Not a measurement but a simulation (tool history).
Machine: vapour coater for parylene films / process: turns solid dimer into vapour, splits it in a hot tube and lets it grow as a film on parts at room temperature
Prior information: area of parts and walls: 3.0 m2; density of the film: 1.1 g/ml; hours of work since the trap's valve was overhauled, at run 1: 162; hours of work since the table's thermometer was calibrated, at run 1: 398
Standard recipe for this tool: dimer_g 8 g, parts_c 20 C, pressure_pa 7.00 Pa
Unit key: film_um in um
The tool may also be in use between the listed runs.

run     day  dimer_g  parts_c  pressure_pa  hours of work since the trap's valve was overhauled  hours of work since the table's thermometer was calibrated  film_um
  1   0.000        8       20         7.00                                                  162                                                         398     1.09
  2   1.275        8       20         7.00                                                  184                                                         420     1.09
  3   2.212        8       20         7.00                                                  200                                                         437     1.09
  4   3.654        8       20         7.00                                                  225                                                         462     1.09
  5   5.371        8       20         7.00                                                  255                                                         491     1.04
  6   6.754        8       20         7.00                                                  279                                                         515     1.05
  7   7.638        8       20         7.00                                                  295                                                         531     1.05
  8   9.108        8       18         7.00                                                  320                                                         556     1.11
     10.200  -- trap's valve overhauled
  9  11.008        8       20         2.21                                                   14                                                         587     1.41
 10  12.521        8       20         7.00                                                   40                                                         613     1.15
 11  14.271        4       20         7.00                                                   71                                                         643     0.56
 12  15.571        4       20         7.00                                                   93                                                         666     0.58
 13  16.871        6       28         3.27                                                  116                                                         689     0.71
 14  17.750       10       20         7.00                                                  131                                                         704     1.41
 15  19.279       11       20         4.32                                                  158                                                         730     1.67
 16  20.458        8       23         7.00                                                  178                                                         751     0.97
 17  22.229        6       23         7.00                                                  209                                                         782     0.73
 18  23.108        6       23         8.80                                                  224                                                         797     0.70
 19  23.954        6       23         8.80                                                  239                                                         812     0.70
 20  25.892        8       20         2.07                                                  273                                                         845     1.31
 21  27.212        6       19        11.42                                                  296                                                         868     0.77
 22  28.871        6       19        11.42                                                  325                                                         897     0.75
     29.712  -- trap's valve overhauled
 23  29.946        6       19        11.42                                                    4                                                         913     0.85

Below are 3 alternative next runs, each starting from the tool's condition after run 23. Predict each:
  A  31.933       13       20         4.86                                                   39                                                         947        ?
  B  31.933        8       20         2.54                                                   39                                                         947        ?
  C  31.933        3       20         3.80                                                   39                                                         947        ?

run  film_um
  A     2.01
  B     1.39
  C     0.48
Stripped of hidden state, with their random variation kept, the same runs would have yielded:
run  film_um
  A     1.97
  B     1.37
  C     0.47
